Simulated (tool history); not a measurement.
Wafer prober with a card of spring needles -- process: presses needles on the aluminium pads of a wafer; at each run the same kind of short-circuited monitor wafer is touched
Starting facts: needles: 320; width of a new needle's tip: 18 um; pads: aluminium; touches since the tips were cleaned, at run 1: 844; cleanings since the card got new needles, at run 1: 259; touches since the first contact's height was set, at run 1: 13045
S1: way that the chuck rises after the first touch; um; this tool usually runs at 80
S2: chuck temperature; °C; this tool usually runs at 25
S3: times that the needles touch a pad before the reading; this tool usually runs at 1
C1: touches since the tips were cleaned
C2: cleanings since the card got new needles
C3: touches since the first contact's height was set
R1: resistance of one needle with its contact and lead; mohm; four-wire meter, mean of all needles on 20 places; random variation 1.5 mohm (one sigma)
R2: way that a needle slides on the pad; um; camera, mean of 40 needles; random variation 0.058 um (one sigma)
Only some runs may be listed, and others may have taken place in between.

run   hour  S1   S2  S3    C1   C2     C3   R1     R2
  1      0  80   25   1   844  259  13045  172  15.18
       3.4  -- tips cleaned on abrasive film
       7.9  -- tips cleaned on abrasive film
      13.5  -- tips cleaned on abrasive film
        18  -- tips cleaned on abrasive film
      23.6  -- tips cleaned on abrasive film
      29.2  -- tips cleaned on abrasive film
      33.7  -- tips cleaned on abrasive film
      38.2  -- tips cleaned on abrasive film
  2   42.1  80   25   3  1979  267  33881  163  15.06
      43.3  -- tips cleaned on abrasive film
      48.9  -- tips cleaned on abrasive film
      53.4  -- tips cleaned on abrasive film
        59  -- tips cleaned on abrasive film
      64.6  -- tips cleaned on abrasive film
      70.2  -- tips cleaned on abrasive film
      74.7  -- tips cleaned on abrasive film
      80.3  -- tips cleaned on abrasive film
      85.8  -- tips cleaned on abrasive film
  3   89.5  80   25   3  1853  276  57364  161  14.83
      90.7  -- tips cleaned on abrasive film
      95.2  -- tips cleaned on abrasive film
     100.8  -- tips cleaned on abrasive film
     105.3  -- tips cleaned on abrasive film
     110.9  -- tips cleaned on abrasive film
     116.5  -- tips cleaned on abrasive film
     121.2  -- height of the first contact set anew
     122.4  -- tips cleaned on abrasive film
       128  -- tips cleaned on abrasive film
  4  130.3  80   25   3  1150  284   4478  157  15.21
     132.6  -- tips cleaned on abrasive film
     137.1  -- tips cleaned on abrasive film
     141.5  -- tips cleaned on abrasive film
     147.1  -- tips cleaned on abrasive film
     151.6  -- tips cleaned on abrasive film
     157.2  -- tips cleaned on abrasive film
     161.7  -- tips cleaned on abrasive film
  5  164.2  80   25   3  1225  291  21232  157  15.08
     166.5  -- tips cleaned on abrasive film
     172.1  -- tips cleaned on abrasive film
     177.6  -- tips cleaned on abrasive film
     183.2  -- tips cleaned on abrasive film
     188.8  -- tips cleaned on abrasive film
     193.3  -- tips cleaned on abrasive film
     197.8  -- tips cleaned on abrasive film
     203.2  -- tips cleaned on abrasive film
  6  203.2  80   25   3     0  299  40541  147   15.1
     207.7  -- tips cleaned on abrasive film
     212.2  -- tips cleaned on abrasive film
     217.8  -- tips cleaned on abrasive film
     222.3  -- tips cleaned on abrasive film
     227.9  -- tips cleaned on abrasive film
     232.4  -- tips cleaned on abrasive film
       238  -- tips cleaned on abrasive film
  7    241  80   25   2  1506  306  59241  168     15
     243.3  -- tips cleaned on abrasive film
     248.9  -- tips cleaned on abrasive film
     253.4  -- tips cleaned on abrasive film
       259  -- tips cleaned on abrasive film
     264.5  -- tips cleaned on abrasive film
     269.2  -- height of the first contact set anew
     270.4  -- tips cleaned on abrasive film
       276  -- tips cleaned on abrasive film
  8  278.2  80   25   1  1067  313   4396  176  15.14
     281.6  -- tips cleaned on abrasive film
     287.1  -- tips cleaned on abrasive film
     291.6  -- tips cleaned on abrasive film
     296.1  -- tips cleaned on abrasive film
     301.7  -- tips cleaned on abrasive film
     306.2  -- tips cleaned on abrasive film
     310.7  -- tips cleaned on abrasive film
     316.3  -- tips cleaned on abrasive film
     321.9  -- tips cleaned on abrasive film
     327.5  -- tips cleaned on abrasive film
     333.1  -- tips cleaned on abrasive film
  9  337.2  98   25   1  2054  324  33627  172  18.43
     338.4  -- tips cleaned on abrasive film
       344  -- tips cleaned on abrasive film
     349.6  -- tips cleaned on abrasive film
     354.1  -- tips cleaned on abrasive film
     359.7  -- tips cleaned on abrasive film
 10  363.8  98   25   1  2077  329  46796  178  18.33
       365  -- tips cleaned on abrasive film
     369.5  -- tips cleaned on abrasive film
     375.1  -- tips cleaned on abrasive film
     380.7  -- tips cleaned on abrasive film
     386.2  -- tips cleaned on abrasive film
     390.7  -- tips cleaned on abrasive film
     396.3  -- tips cleaned on abrasive film
     400.8  -- tips cleaned on abrasive film
     406.4  -- tips cleaned on abrasive film
     411.4  -- tips cleaned on abrasive film
 11  411.4  98   25   1     0  339  70312  147  18.24
       417  -- tips cleaned on abrasive film
     417.3  -- height of the first contact set anew
     421.8  -- tips cleaned on abrasive film
     427.4  -- tips cleaned on abrasive film
     432.9  -- tips cleaned on abrasive film
     437.4  -- tips cleaned on abrasive film
       443  -- tips cleaned on abrasive film
     447.5  -- tips cleaned on abrasive film
     453.1  -- tips cleaned on abrasive film
 12  456.3  86   98   3  1580  347  19328  173  16.16
     458.6  -- tips cleaned on abrasive film
     463.1  -- tips cleaned on abrasive film
     468.6  -- tips cleaned on abrasive film
     474.2  -- tips cleaned on abrasive film
     479.8  -- tips cleaned on abrasive film
     484.3  -- tips cleaned on abrasive film
 13  485.8  86   98   3   763  353  33956  165  16.22
     489.2  -- tips cleaned on abrasive film
     493.7  -- tips cleaned on abrasive film
     498.2  -- tips cleaned on abrasive film
     503.8  -- tips cleaned on abrasive film
     508.3  -- tips cleaned on abrasive film
     513.9  -- tips cleaned on abrasive film
     525.9  -- card fitted with new needles
     531.5  -- tips cleaned on abrasive film
 14  533.9  80   25   2  1202    1   3976  147  15.17
     536.2  -- tips cleaned on abrasive film
     540.7  -- tips cleaned on abrasive film
     545.2  -- tips cleaned on abrasive film
     550.8  -- tips cleaned on abrasive film
     556.4  -- tips cleaned on abrasive film
     560.9  -- tips cleaned on abrasive film
 15  564.5  80   25   3  1816    7  19102  148  15.21
     565.7  -- tips cleaned on abrasive film
     571.3  -- tips cleaned on abrasive film
     576.9  -- tips cleaned on abrasive film
     582.5  -- tips cleaned on abrasive film
     586.9  -- tips cleaned on abrasive film
     592.5  -- tips cleaned on abrasive film
 16  595.8  77  125   1  1642   13  34610  181  14.52
     598.1  -- tips cleaned on abrasive film
     602.6  -- tips cleaned on abrasive film
     608.2  -- tips cleaned on abrasive film
     612.7  -- tips cleaned on abrasive film
     618.3  -- tips cleaned on abrasive film
     623.9  -- tips cleaned on abrasive film
     628.4  -- tips cleaned on abrasive film
       634  -- tips cleaned on abrasive film
     639.6  -- tips cleaned on abrasive film
     645.2  -- tips cleaned on abrasive film
     649.6  -- tips cleaned on abrasive film
     655.2  -- tips cleaned on abrasive film
 17  655.9  69   28   1   350   25  64354  153  12.78
     660.4  -- tips cleaned on abrasive film
       666  -- tips cleaned on abrasive film
     671.6  -- tips cleaned on abrasive film
     674.1  -- height of the first contact set anew
     677.5  -- tips cleaned on abrasive film
       682  -- tips cleaned on abrasive film
 18  685.9  97   28   2  1971   30   5854  148  18.46
     687.1  -- tips cleaned on abrasive film
     691.6  -- tips cleaned on abrasive film
     697.2  -- tips cleaned on abrasive film
     701.7  -- tips cleaned on abrasive film
     707.3  -- tips cleaned on abrasive film
     712.9  -- tips cleaned on abrasive film
     718.5  -- tips cleaned on abrasive film
     724.1  -- tips cleaned on abrasive film
     729.7  -- tips cleaned on abrasive film
     734.2  -- tips cleaned on abrasive film
     739.8  -- tips cleaned on abrasive film
 19  742.6  97   28   2  1425   41  33899  145   18.2
     744.9  -- tips cleaned on abrasive film
     750.5  -- tips cleaned on abrasive film
       755  -- tips cleaned on abrasive film
     760.6  -- tips cleaned on abrasive film
     766.2  -- tips cleaned on abrasive film
 20  768.3  80   25   2  1053   46  46599  150  14.95

Per-run results on a tool with no hidden state, each run keeping its own random variation:
What the log doesn't record here: debris on the tips, nm; way that the needles fall short of the set height, um; tips' diameter, um; drift of the gauge itself on contact_mohm, %; drift of the gauge itself on scrub_um, %.
run   R1     R2
  1  138  15.24
  2  139  15.22
  3  137   15.1
  4  138  15.24
  5  138  15.19
  6  138   15.3
  7  137  15.28
  8  137  15.17
  9  133  18.61
 10  134  18.57
 11  135   18.6
 12  150  16.25
 13  149  16.37
 14  137  15.19
 15  139  15.29
 16  157  14.67
 17  140  13.07
 18  137  18.48
 19  134  18.35
 20  137  15.16

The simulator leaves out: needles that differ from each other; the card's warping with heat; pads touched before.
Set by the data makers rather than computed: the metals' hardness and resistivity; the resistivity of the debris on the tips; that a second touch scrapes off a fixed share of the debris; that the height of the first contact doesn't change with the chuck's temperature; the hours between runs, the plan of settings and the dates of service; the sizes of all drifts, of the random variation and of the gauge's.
